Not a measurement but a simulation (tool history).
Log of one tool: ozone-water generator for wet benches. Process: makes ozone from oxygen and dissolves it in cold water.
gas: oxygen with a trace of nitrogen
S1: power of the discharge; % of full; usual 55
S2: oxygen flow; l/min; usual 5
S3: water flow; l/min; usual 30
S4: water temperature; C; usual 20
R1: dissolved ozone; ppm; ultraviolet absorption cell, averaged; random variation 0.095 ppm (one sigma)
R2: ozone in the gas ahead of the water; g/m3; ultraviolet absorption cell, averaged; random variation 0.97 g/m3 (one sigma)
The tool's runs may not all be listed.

run    hour  S1    S2  S3  S4     R1     R2
  1       0  55     5  30  20  10.09  159.7
  2   116.9  55     5  30  20  10.06  161.1
      139.5  -- water thermometer calibrated
  3   303.8  55     5  30  20  10.12  159.8
  4   506.7  55     5  30  20  10.16    160
  5     605  55     5  30  20   9.99  159.9
  6   735.3  55  7.35  30  20  10.36  132.1
  7   859.7  55  7.35  30  20  10.48    130
  8  1060.4  55  7.35  30  20  10.39  130.3
  9    1167  55  7.35  20  20  14.94  129.6
 10  1252.8  55  7.35  20  20  14.77  128.5
 11  1391.5  55  7.35  22  20  13.84  128.5
 12  1522.4  55  7.35  23  20  13.28  131.3
 13    1609  55  7.35  23  20  13.25  129.9
 14  1778.4  55  7.35  23  20  13.09  130.2
     1865.4  -- contactor cleaned
 15  1942.9  93     5  30  20  16.19  245.1
 16  2146.3  70     5  42  20   8.69  191.3
 17  2305.4  89  8.73  42  20   11.5  175.1
 18  2445.2  55  8.98  30  20  10.83  115.7
 19  2547.1  55  8.99  18  21  16.17  117.4
 20    2742  86  3.38  43  25   8.65  277.7
 21  2925.6  78     5  21  20  19.68  206.7
 22  3038.4  55     5  27  14  12.33  156.6
 23  3160.5  41     5  27  26   8.39  123.4
 24  3332.3  61     5  30  19  11.25  167.9
 25  3428.9  61     5  30  19  11.06  169.4
 26  3560.4  55  3.83  30  15  10.21  176.6

The next listed run, before its measurement:
 27  3645.3  86  7.59  27  19   ?   ?

R1: 17.14 ppm
R2: 180.7 g/m3
Without the tool's hidden state the same run would have given R1 19.22 ppm, R2 199.5 g/m3.

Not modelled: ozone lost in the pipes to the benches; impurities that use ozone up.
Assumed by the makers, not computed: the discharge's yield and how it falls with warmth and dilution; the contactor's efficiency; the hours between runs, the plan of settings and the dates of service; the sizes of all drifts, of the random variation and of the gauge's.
